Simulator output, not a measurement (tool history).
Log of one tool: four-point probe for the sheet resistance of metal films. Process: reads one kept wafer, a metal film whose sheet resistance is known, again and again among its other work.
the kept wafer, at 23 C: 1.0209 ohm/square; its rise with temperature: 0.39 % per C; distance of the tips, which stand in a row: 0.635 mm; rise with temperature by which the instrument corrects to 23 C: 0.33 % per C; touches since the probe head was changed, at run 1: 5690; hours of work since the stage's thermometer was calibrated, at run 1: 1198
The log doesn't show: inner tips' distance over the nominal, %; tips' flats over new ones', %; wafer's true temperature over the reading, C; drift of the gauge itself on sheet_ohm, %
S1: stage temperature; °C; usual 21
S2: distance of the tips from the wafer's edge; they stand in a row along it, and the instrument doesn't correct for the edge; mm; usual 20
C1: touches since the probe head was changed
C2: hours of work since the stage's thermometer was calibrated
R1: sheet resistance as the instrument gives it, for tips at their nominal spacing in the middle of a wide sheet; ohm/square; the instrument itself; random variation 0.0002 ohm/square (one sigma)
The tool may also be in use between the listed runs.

run,hour,S1,S2,C1,C2,R1
1,0.0,21,20,5690,1198,1.022185
2,42.2,21,20,8109,1229,1.022709
3,89.4,21,20,10821,1264,1.022679
4,131.4,21,12,13230,1295,1.023952
5,175.4,21,20,15752,1328,1.023249
6,211.7,21,20,17833,1355,1.023322
7,254.0,21,20,20261,1386,1.023534
8,279.6,21,20,21730,1406,1.023732
9,303.2,21,20,23086,1423,1.024068
10,348.6,21,20,25687,1457,1.023965
11,376.4,28,34,27286,1478,1.028052
12,410.6,20,20,29246,1503,1.024167
13,454.2,22,9,31747,1535,1.027721
14,483.8,35,4,33444,1557,1.045946
15,510.8,31,10,34996,1577,1.032524
16,559.9,20,8,37811,1614,1.027680
17,582.1,30,27,39081,1630,1.030057
18,624.0,34,18,41488,1662,1.033275

The next listed run, before its measurement:
19,648.5,34,18,42890,1680,?

R1: 1.033122 ohm/square
Without the tool's hidden state the same run would have given R1 1.027298 ohm/square.

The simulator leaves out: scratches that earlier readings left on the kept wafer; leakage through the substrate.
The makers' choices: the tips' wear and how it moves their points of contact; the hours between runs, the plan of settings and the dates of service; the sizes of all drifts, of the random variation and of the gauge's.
